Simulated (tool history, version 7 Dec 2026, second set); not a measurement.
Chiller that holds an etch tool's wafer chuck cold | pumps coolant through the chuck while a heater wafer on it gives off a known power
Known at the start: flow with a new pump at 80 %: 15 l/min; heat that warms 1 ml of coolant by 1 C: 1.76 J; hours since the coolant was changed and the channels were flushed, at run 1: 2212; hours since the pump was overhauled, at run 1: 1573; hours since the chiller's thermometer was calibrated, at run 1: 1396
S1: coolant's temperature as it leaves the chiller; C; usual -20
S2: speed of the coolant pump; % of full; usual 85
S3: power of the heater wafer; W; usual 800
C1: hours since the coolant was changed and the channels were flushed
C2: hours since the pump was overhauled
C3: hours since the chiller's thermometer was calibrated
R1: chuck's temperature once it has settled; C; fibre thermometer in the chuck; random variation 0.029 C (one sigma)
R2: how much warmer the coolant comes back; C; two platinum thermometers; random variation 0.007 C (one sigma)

run 1 hour=0 | S1=-20 S2=85 S3=800 | C1=2212 C2=1573 C3=1396 | R1=-13.13 R2=1.738
run 2 hour=110.9 | S1=-20 S2=85 S3=800 | C1=2323 C2=1684 C3=1507 | R1=-13.05 R2=1.756
run 3 hour=237.3 | S1=-20 S2=85 S3=800 | C1=2449 C2=1811 C3=1633 | R1=-13.01 R2=1.739
run 4 hour=363.5 | S1=-20 S2=85 S3=800 | C1=2575 C2=1937 C3=1759 | R1=-13.06 R2=1.755
run 5 hour=437.4 | S1=-20 S2=85 S3=474 | C1=2649 C2=2011 C3=1833 | R1=-15.99 R2=1.037
run 6 hour=502.5 | S1=-20 S2=85 S3=474 | C1=2714 C2=2076 C3=1898 | R1=-15.96 R2=1.047
run 7 hour=580.4 | S1=-20 S2=85 S3=474 | C1=2792 C2=2154 C3=1976 | R1=-16.02 R2=1.042
run 8 hour=710 | S1=-28 S2=85 S3=800 | C1=2922 C2=2283 C3=2106 | R1=-21.02 R2=1.761
run 9 hour=829.6 | S1=-20 S2=85 S3=803 | C1=3041 C2=2403 C3=2225 | R1=-12.96 R2=1.763
run 10 hour=931.8 | S1=-20 S2=85 S3=803 | C1=3144 C2=2505 C3=2327 | R1=-12.97 R2=1.774
run 11 hour=1001.5 | S1=-20 S2=85 S3=800 | C1=3213 C2=2575 C3=2397 | R1=-13 R2=1.772
run 12 hour=1073.1 | S1=-20 S2=85 S3=800 | C1=3285 C2=2646 C3=2469 | R1=-12.99 R2=1.767
run 13 hour=1211.5 | S1=-20 S2=85 S3=800 | C1=3423 C2=2785 C3=2607 | R1=-12.98 R2=1.765
-- hour=1219.5 chiller's thermometer calibrated
run 14 hour=1338.9 | S1=-20 S2=97 S3=800 | C1=3550 C2=2911 C3=119 | R1=-13.77 R2=1.532
run 15 hour=1426.5 | S1=-20 S2=97 S3=800 | C1=3637 C2=2999 C3=207 | R1=-13.79 R2=1.532
run 16 hour=1525.7 | S1=-20 S2=97 S3=800 | C1=3736 C2=3098 C3=306 | R1=-13.76 R2=1.535
run 17 hour=1664.5 | S1=-20 S2=75 S3=681 | C1=3875 C2=3237 C3=445 | R1=-13.41 R2=1.752
run 18 hour=1792.9 | S1=-29 S2=76 S3=457 | C1=4004 C2=3365 C3=573 | R1=-24.76 R2=1.167
run 19 hour=1891.7 | S1=-29 S2=93 S3=1150 | C1=4102 C2=3464 C3=672 | R1=-19.36 R2=2.339
run 20 hour=2037.2 | S1=-23 S2=85 S3=523 | C1=4248 C2=3609 C3=818 | R1=-18.56 R2=1.194
-- hour=2077.7 coolant changed, channels flushed
-- hour=2087.8 chiller's thermometer calibrated, once more
run 21 hour=2168.1 | S1=-23 S2=63 S3=523 | C1=89 C2=3733 C3=80 | R1=-17.01 R2=1.672
run 22 hour=2233.7 | S1=-19 S2=60 S3=800 | C1=155 C2=3799 C3=146 | R1=-9.54 R2=2.692
run 23 hour=2369.9 | S1=-19 S2=60 S3=800 | C1=291 C2=3935 C3=282 | R1=-9.46 R2=2.707
run 24 hour=2469.2 | S1=-19 S2=60 S3=800 | C1=390 C2=4034 C3=381 | R1=-9.42 R2=2.696
run 25 hour=2593.4 | S1=-19 S2=60 S3=800 | C1=515 C2=4159 C3=506 | R1=-9.36 R2=2.707
run 26 hour=2727 | S1=-24 S2=85 S3=863 | C1=648 C2=4292 C3=639 | R1=-16.21 R2=1.968
run 27 hour=2840.8 | S1=-23 S2=96 S3=651 | C1=762 C2=4406 C3=753 | R1=-17.71 R2=1.292
run 28 hour=2923 | S1=-12 S2=85 S3=602 | C1=844 C2=4488 C3=835 | R1=-6.54 R2=1.375
run 29 hour=3064.5 | S1=-24 S2=63 S3=402 | C1=986 C2=4630 C3=977 | R1=-19.29 R2=1.303
run 30 hour=3191.1 | S1=-15 S2=85 S3=800 | C1=1112 C2=4756 C3=1103 | R1=-7.77 R2=1.847
-- hour=3302 coolant pump overhauled
run 31 hour=3324 | S1=-15 S2=85 S3=800 | C1=1240 C2=22 C3=1231 | R1=-8.15 R2=1.706
run 32 hour=3401 | S1=-20 S2=67 S3=800 | C1=1317 C2=99 C3=1308 | R1=-11.65 R2=2.254

Forecast each of these 3 alternatives for the next run:
run A hour=3467.3 | S1=-20 S2=76 S3=800 | C1=1384 C2=165 C3=1375 | R1=? R2=?
run B hour=3467.3 | S1=-20 S2=84 S3=465 | C1=1384 C2=165 C3=1375 | R1=? R2=?
run C hour=3467.3 | S1=-20 S2=77 S3=415 | C1=1384 C2=165 C3=1375 | R1=? R2=?

run=A R1=-12.51 R2=1.956
run=B R1=-16.01 R2=1.01
run=C R1=-16.19 R2=0.994
Without the tool's hidden state the same runs would have given:
run=A R1=-12.74 R2=1.936
run=B R1=-16.1 R2=1
run=C R1=-16.27 R2=0.984
